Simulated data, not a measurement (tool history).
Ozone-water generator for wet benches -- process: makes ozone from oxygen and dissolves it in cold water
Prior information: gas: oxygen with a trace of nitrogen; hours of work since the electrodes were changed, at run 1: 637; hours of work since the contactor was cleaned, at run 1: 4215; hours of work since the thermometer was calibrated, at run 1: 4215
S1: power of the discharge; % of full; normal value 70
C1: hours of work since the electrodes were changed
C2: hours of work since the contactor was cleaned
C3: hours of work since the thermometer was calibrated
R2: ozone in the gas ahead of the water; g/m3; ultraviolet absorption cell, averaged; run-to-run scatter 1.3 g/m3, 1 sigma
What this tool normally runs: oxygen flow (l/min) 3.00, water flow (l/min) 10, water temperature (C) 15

Run 1, hour 0.0: usual settings; C1 637; C2 4215; C3 4215. Result: dissolved ozone (ppm) 29.2, R2 231.1 g/m3.
Run 2, hour 19.9: usual settings; C1 655; C2 4233; C3 4233. Result: dissolved ozone (ppm) 29.1, R2 231.6 g/m3.
Run 3, hour 45.9: usual settings but water temperature (C) 21; C1 678; C2 4256; C3 4256. Result: dissolved ozone (ppm) 26.6, R2 232.5 g/m3.
Run 4, hour 76.3: usual settings but water temperature (C) 21; C1 705; C2 4283; C3 4283. Result: dissolved ozone (ppm) 26.2, R2 230.4 g/m3.
Run 5, hour 95.1: usual settings but oxygen flow (l/min) 1.55; C1 722; C2 4300; C3 4300. Result: dissolved ozone (ppm) 28.3, R2 339.6 g/m3.
Run 6, hour 126.8: usual settings but oxygen flow (l/min) 1.55; C1 750; C2 4328; C3 4328. Result: dissolved ozone (ppm) 28.6, R2 337.7 g/m3.
Run 7, hour 144.0: usual settings but oxygen flow (l/min) 3.17; C1 766; C2 4344; C3 4344. Result: dissolved ozone (ppm) 29.0, R2 222.8 g/m3.
Run 8, hour 169.9: usual settings but water temperature (C) 18; C1 789; C2 4367; C3 4367. Result: dissolved ozone (ppm) 27.9, R2 230.6 g/m3.
Run 9, hour 185.9: usual settings but oxygen flow (l/min) 2.00; C1 803; C2 4381; C3 4381. Result: dissolved ozone (ppm) 29.4, R2 293.0 g/m3.
Run 10, hour 205.0: usual settings; C1 820; C2 4398; C3 4398. Result: dissolved ozone (ppm) 28.6, R2 232.1 g/m3.
Run 11, hour 221.1: usual settings; C1 835; C2 4413; C3 4413. Result: dissolved ozone (ppm) 28.9, R2 230.4 g/m3.
At hour 237.2: water thermometer calibrated.
Run 12, hour 241.7: usual settings; C1 853; C2 4431; C3 4. Result: dissolved ozone (ppm) 29.2, R2 232.7 g/m3.
Run 13, hour 271.8: usual settings; C1 880; C2 4458; C3 31. Result: dissolved ozone (ppm) 28.9, R2 231.1 g/m3.
Run 14, hour 290.0: usual settings; C1 896; C2 4474; C3 47. Result: dissolved ozone (ppm) 29.7, R2 230.9 g/m3.
Run 15, hour 321.2: usual settings but water temperature (C) 10; C1 924; C2 4502; C3 75. Result: dissolved ozone (ppm) 31.1, R2 230.5 g/m3.
Run 16, hour 352.0: usual settings but water flow (l/min) 6; C1 952; C2 4530; C3 103. Result: dissolved ozone (ppm) 42.1, R2 231.0 g/m3.
Run 17, hour 374.6: usual settings but S1 53 % of full, oxygen flow (l/min) 2.80, water flow (l/min) 6, water temperature (C) 8; C1 972; C2 4550; C3 123. Result: dissolved ozone (ppm) 42.2, R2 207.2 g/m3.
Run 18, hour 402.5: usual settings but S1 53 % of full, oxygen flow (l/min) 2.80, water flow (l/min) 6, water temperature (C) 8; C1 997; C2 4575; C3 148. Result: dissolved ozone (ppm) 41.7, R2 209.5 g/m3.
Run 19, hour 432.0: usual settings but S1 88 % of full, oxygen flow (l/min) 2.47, water temperature (C) 10; C1 1023; C2 4601; C3 174. Result: dissolved ozone (ppm) 34.8, R2 287.0 g/m3.
Run 20, hour 445.7: usual settings but water temperature (C) 22; C1 1035; C2 4613; C3 187. Result: dissolved ozone (ppm) 25.8, R2 228.9 g/m3.
Run 21, hour 459.6: usual settings but water temperature (C) 22; C1 1048; C2 4626; C3 199. Result: dissolved ozone (ppm) 26.2, R2 227.8 g/m3.
Run 22, hour 473.1: usual settings but water temperature (C) 22; C1 1060; C2 4638; C3 211. Result: dissolved ozone (ppm) 26.0, R2 230.1 g/m3.
Run 23, hour 502.0: usual settings but S1 45 % of full, water flow (l/min) 13; C1 1086; C2 4664; C3 237. Result: dissolved ozone (ppm) 18.1, R2 182.7 g/m3.
Run 24, hour 534.7: usual settings but S1 66 % of full, oxygen flow (l/min) 2.07; C1 1115; C2 4693; C3 266. Result: dissolved ozone (ppm) 27.7, R2 273.9 g/m3.
Run 25, hour 556.6: usual settings but S1 66 % of full, oxygen flow (l/min) 1.89; C1 1135; C2 4713; C3 286. Result: dissolved ozone (ppm) 27.7, R2 292.0 g/m3.
Run 26, hour 579.2: usual settings but water flow (l/min) 7; C1 1155; C2 4733; C3 306. Result: dissolved ozone (ppm) 38.2, R2 229.0 g/m3.
Run 27, hour 608.1: usual settings but water flow (l/min) 7; C1 1181; C2 4759; C3 332. Result: dissolved ozone (ppm) 38.0, R2 228.0 g/m3.
Run 28, hour 625.4: usual settings but water flow (l/min) 7; C1 1196; C2 4774; C3 348. Result: dissolved ozone (ppm) 38.0, R2 230.3 g/m3.
Run 29, hour 646.0: usual settings but S1 97 % of full, oxygen flow (l/min) 4.65, water flow (l/min) 7, water temperature (C) 9; C1 1215; C2 4793; C3 366. Result: dissolved ozone (ppm) 47.0, R2 208.8 g/m3.
Run 30, hour 678.4: usual settings but S1 42 % of full, oxygen flow (l/min) 1.76, water flow (l/min) 16, water temperature (C) 9; C1 1244; C2 4822; C3 395. Result: dissolved ozone (ppm) 13.6, R2 242.3 g/m3.
Run 31, hour 697.0: usual settings but oxygen flow (l/min) 4.13, water flow (l/min) 9, water temperature (C) 9; C1 1260; C2 4838; C3 412. Result: dissolved ozone (ppm) 33.2, R2 190.4 g/m3.
Run 32, hour 713.7: usual settings but S1 74 % of full, oxygen flow (l/min) 5.37, water temperature (C) 17; C1 1275; C2 4853; C3 427. Result: dissolved ozone (ppm) 26.6, R2 167.5 g/m3.

How would selected steps in dissolved ozone (ppm) from run to run divide? Give the signed amount a tool lacking its hidden state would still show from settings, what came in and random variation, and the signed amount left for the hidden state, including any gauge scatter that is not in both of the compared results.
Hidden conditions of the tool in this case: yield of the discharge, % of new electrodes'; contactor's efficiency, % of a clean one's; true water temperature over the reading, C; drift of the gauge itself on ozone_ppm, %; drift of the gauge itself on gas_g_m3, %.
Run 15 -> 16: water flow (l/min) 10 -> 6, water temperature (C) 10 -> 15. dissolved ozone (ppm) +11.0: hidden state +0.1, all else +10.9.
Run 19 -> 20: S1 88 -> 70, oxygen flow (l/min) 2.47 -> 3.00, water temperature (C) 10 -> 22. dissolved ozone (ppm) -9.0: hidden state +0.7, all else -9.7.
Run 29 -> 30: S1 97 -> 42, oxygen flow (l/min) 4.65 -> 1.76, water flow (l/min) 7 -> 16. dissolved ozone (ppm) -33.4: hidden state +1.8, all else -35.2.
Run 30 -> 31: S1 42 -> 70, oxygen flow (l/min) 1.76 -> 4.13, water flow (l/min) 16 -> 9. dissolved ozone (ppm) +19.6: hidden state -1.3, all else +20.9.

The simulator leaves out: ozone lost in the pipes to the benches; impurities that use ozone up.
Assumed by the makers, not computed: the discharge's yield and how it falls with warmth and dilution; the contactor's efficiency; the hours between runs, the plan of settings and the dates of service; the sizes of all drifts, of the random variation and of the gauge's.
